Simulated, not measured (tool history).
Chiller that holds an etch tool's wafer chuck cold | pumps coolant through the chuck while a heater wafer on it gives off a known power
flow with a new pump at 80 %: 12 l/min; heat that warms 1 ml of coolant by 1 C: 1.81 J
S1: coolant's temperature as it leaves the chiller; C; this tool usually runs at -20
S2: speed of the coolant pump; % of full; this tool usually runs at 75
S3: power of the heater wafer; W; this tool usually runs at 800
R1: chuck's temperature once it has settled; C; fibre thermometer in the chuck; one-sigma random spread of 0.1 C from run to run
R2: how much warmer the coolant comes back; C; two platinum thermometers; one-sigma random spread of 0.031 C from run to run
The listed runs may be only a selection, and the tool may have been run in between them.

run 1 hour=0 | S1=-20 S2=75 S3=800 | R1=-10.8 R2=2.58
run 2 hour=65.9 | S1=-20 S2=75 S3=800 | R1=-10.8 R2=2.59
run 3 hour=202.6 | S1=-20 S2=75 S3=800 | R1=-10.6 R2=2.57
run 4 hour=344.7 | S1=-20 S2=75 S3=800 | R1=-10.7 R2=2.63
run 5 hour=414.7 | S1=-17 S2=75 S3=800 | R1=-7.6 R2=2.6
run 6 hour=533.1 | S1=-20 S2=75 S3=800 | R1=-10.8 R2=2.59
run 7 hour=616 | S1=-20 S2=75 S3=800 | R1=-10.6 R2=2.58
run 8 hour=712.3 | S1=-20 S2=75 S3=800 | R1=-10.8 R2=2.61
run 9 hour=820.4 | S1=-13 S2=75 S3=800 | R1=-3.6 R2=2.59
run 10 hour=941 | S1=-13 S2=75 S3=800 | R1=-3.5 R2=2.65
run 11 hour=1074.9 | S1=-13 S2=75 S3=800 | R1=-3.5 R2=2.61
run 12 hour=1147.3 | S1=-20 S2=75 S3=800 | R1=-10.5 R2=2.66
run 13 hour=1207.5 | S1=-20 S2=76 S3=800 | R1=-10.4 R2=2.6
run 14 hour=1316.9 | S1=-12 S2=75 S3=603 | R1=-4.9 R2=1.95
run 15 hour=1405.3 | S1=-11 S2=93 S3=829 | R1=-2.5 R2=2.2
run 16 hour=1547.2 | S1=-11 S2=93 S3=829 | R1=-2.4 R2=2.17
run 17 hour=1646.9 | S1=-20 S2=97 S3=800 | R1=-12 R2=1.98
run 18 hour=1756.2 | S1=-20 S2=97 S3=683 | R1=-13.1 R2=1.74
run 19 hour=1877.9 | S1=-19 S2=97 S3=544 | R1=-13.4 R2=1.39
run 20 hour=2000 | S1=-10 S2=78 S3=802 | R1=-0.6 R2=2.59
-- hour=2098 chiller's thermometer calibrated
run 21 hour=2098 | S1=-20 S2=75 S3=454 | R1=-14.5 R2=1.47
run 22 hour=2223.4 | S1=-18 S2=83 S3=492 | R1=-12.5 R2=1.45
run 23 hour=2326.4 | S1=-18 S2=83 S3=492 | R1=-12.7 R2=1.5
run 24 hour=2389.8 | S1=-20 S2=60 S3=683 | R1=-10.2 R2=2.88
run 25 hour=2516 | S1=-20 S2=60 S3=683 | R1=-10.2 R2=2.96

Here are 4 independent what-if runs from the current tool condition. What would each one return?
run A hour=2644.7 | S1=-22 S2=97 S3=683 | R1=? R2=?
run B hour=2644.7 | S1=-13 S2=88 S3=800 | R1=? R2=?
run C hour=2644.7 | S1=-20 S2=60 S3=432 | R1=? R2=?
run D hour=2644.7 | S1=-20 S2=68 S3=526 | R1=? R2=?

run=A R1=-15.1 R2=1.75
run=B R1=-4.2 R2=2.27
run=C R1=-13.7 R2=1.84
run=D R1=-13.1 R2=2.01
The same runs, with their run-to-run variation unchanged, on a tool lacking any hidden condition would have given:
run=A R1=-16.1 R2=1.52
run=B R1=-5.6 R2=1.98
run=C R1=-14.6 R2=1.6
run=D R1=-14.1 R2=1.76
